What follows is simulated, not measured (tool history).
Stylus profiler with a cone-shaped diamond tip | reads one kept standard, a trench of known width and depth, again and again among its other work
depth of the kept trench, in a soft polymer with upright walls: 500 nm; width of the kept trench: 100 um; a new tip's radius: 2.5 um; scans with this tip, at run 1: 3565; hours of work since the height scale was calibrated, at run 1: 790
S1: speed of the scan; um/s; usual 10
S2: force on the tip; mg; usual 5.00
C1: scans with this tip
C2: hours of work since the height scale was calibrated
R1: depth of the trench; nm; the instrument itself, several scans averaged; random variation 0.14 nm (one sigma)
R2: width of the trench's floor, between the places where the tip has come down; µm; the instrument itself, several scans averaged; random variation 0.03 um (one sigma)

| run | hour | S1 | S2 | C1 | C2 | R1 | R2 |
|---|---|---|---|---|---|---|---|
| 1 | 0.0 | 10 | 5.00 | 3565 | 790 | 506.87 | 96.73 |
| 2 | 54.3 | 10 | 5.00 | 3748 | 830 | 506.78 | 96.72 |
| 3 | 114.7 | 10 | 5.00 | 3953 | 876 | 506.67 | 96.67 |
| 4 | 153.5 | 10 | 5.00 | 4084 | 905 | 506.40 | 96.67 |
| 5 | 222.2 | 10 | 11.74 | 4316 | 956 | 513.50 | 96.60 |
| 6 | 265.0 | 3 | 11.74 | 4461 | 988 | 513.26 | 96.67 |
| 7 | 331.2 | 3 | 11.74 | 4684 | 1038 | 513.03 | 96.68 |
| 8 | 375.8 | 3 | 11.74 | 4835 | 1071 | 512.90 | 96.70 |
| 9 | 440.5 | 10 | 5.00 | 5054 | 1120 | 506.20 | 96.57 |
| 10 | 495.6 | 10 | 5.00 | 5240 | 1161 | 505.75 | 96.54 |
| 11 | 556.2 | 22 | 5.00 | 5445 | 1206 | 505.85 | 96.57 |
| 12 | 598.9 | 10 | 10.60 | 5589 | 1238 | 511.66 | 96.61 |
| 13 | 660.9 | 9 | 7.26 | 5799 | 1285 | 508.19 | 96.56 |
| 14 | 718.4 | 9 | 7.26 | 5994 | 1328 | 507.93 | 96.58 |

Forecast run 15:
| 15 | 786.9 | 9 | 7.26 | 6225 | 1379 | ? | ? |

Run 15 gave R1 507.87 nm, R2 96.54 µm.
Without the tool's hidden state the same run would have given R1 511.56 nm, R2 96.97 µm.
